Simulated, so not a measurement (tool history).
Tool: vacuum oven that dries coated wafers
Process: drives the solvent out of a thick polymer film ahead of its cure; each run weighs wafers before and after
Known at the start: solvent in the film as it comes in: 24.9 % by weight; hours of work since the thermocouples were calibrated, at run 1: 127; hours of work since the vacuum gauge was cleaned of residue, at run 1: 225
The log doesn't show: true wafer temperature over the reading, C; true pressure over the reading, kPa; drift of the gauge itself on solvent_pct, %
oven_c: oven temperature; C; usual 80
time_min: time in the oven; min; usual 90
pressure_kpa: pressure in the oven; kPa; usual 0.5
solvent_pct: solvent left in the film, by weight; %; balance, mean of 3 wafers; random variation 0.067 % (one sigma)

run	hour	oven_c	time_min	pressure_kpa	hours of work since the thermocouples were calibrated	hours of work since the vacuum gauge was cleaned of residue	solvent_pct
1	0	80	90	0.5	127	225	4.45
2	12.5	80	90	0.5	134	233	4.41
3	18.4	80	90	0.5	138	236	4.39
4	23.9	80	90	0.5	141	239	4.27
5	36.6	80	90	0.5	148	247	4.32
6	43.9	80	90	0.5	153	251	4.4
7	55.2	71	90	0.5	159	258	9.72
8	66.3	71	90	0.5	166	264	9.67
9	72.8	80	90	0.268	170	268	4.13
10	85.2	80	90	0.268	177	275	4.21
11	96.9	80	90	0.268	184	282	4.22
12	105	80	90	0.268	189	287	4.26
13	113.6	80	90	1.299	194	292	5.08
14	126.2	80	90	1.299	201	299	5.11
15	133.6	92	90	0.5	205	303	0.75
16	139.1	69	54	1.85	208	307	15.04
17	146.5	71	84	0.421	213	311	10.17
# hour 148.7: vacuum gauge cleaned of residue and calibrated
18	153.9	80	117	1.536	216	3	3.94
19	166.2	80	117	1.536	223	10	3.98
20	174.6	75	117	1.721	228	15	6.73
21	187.2	69	77	0.519	236	22	11.97

The next listed run, before its measurement:
# hour 197.3: vacuum gauge cleaned of residue and calibrated, once more
22	199.9	80	142	1.463	242	2	?

Run 22 gave solvent_pct 3.06 %.
Without the tool's hidden state the same run would have given solvent_pct 3.05 %.
